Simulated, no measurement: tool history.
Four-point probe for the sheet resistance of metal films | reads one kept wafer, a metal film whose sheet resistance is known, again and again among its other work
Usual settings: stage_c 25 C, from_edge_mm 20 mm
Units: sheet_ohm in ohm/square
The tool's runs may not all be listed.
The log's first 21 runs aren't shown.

| run | day | stage_c | from_edge_mm | sheet_ohm |
|---|---|---|---|---|
| 22 | 60.579 | 25 | 9 | 0.315970 |
| 23 | 63.646 | 25 | 9 | 0.316113 |
| 24 | 66.233 | 20 | 14 | 0.313919 |
| 25 | 68.467 | 20 | 14 | 0.313793 |
| 26 | 71.667 | 31 | 12 | 0.316494 |
| 27 | 73.383 | 31 | 12 | 0.316440 |
| 28 | 77.400 | 21 | 12 | 0.314485 |
| 29 | 81.442 | 21 | 12 | 0.314534 |
| 30 | 83.517 | 25 | 13 | 0.315249 |
| 31 | 85.688 | 25 | 15 | 0.315032 |
| 32 | 89.346 | 25 | 7 | 0.317648 |
| 33 | 92.508 | 20 | 15 | 0.314107 |
| 34 | 95.671 | 24 | 15 | 0.315022 |
| 35 | 98.592 | 24 | 15 | 0.315027 |
| 36 | 101.933 | 27 | 5 | 0.321541 |
|  | 103.412 | stage's thermometer calibrated |
| 37 | 104.125 | 27 | 5 | 0.321106 |
| 38 | 107.254 | 24 | 53 | 0.314078 |
| 39 | 108.879 | 19 | 4 | 0.323162 |
| 40 | 112.521 | 25 | 61 | 0.314256 |
| 41 | 115.433 | 25 | 61 | 0.314377 |
| 42 | 117.162 | 34 | 56 | 0.316243 |
| 43 | 119.825 | 34 | 56 | 0.316337 |
| 44 | 123.854 | 34 | 56 | 0.316205 |
| 45 | 126.846 | 20 | 24 | 0.313762 |
| 46 | 130.008 | 25 | 9 | 0.316526 |

Forecast each of these 3 alternatives for the next run:
| A | 133.312 | 22 | 9 | ? |
| B | 133.312 | 23 | 11 | ? |
| C | 133.312 | 25 | 19 | ? |

| run | sheet_ohm |
|---|---|
| A | 0.315978 |
| B | 0.315436 |
| C | 0.315007 |
Without the tool's hidden state the same runs would have given:
| run | sheet_ohm |
|---|---|
| A | 0.312961 |
| B | 0.312425 |
| C | 0.312001 |

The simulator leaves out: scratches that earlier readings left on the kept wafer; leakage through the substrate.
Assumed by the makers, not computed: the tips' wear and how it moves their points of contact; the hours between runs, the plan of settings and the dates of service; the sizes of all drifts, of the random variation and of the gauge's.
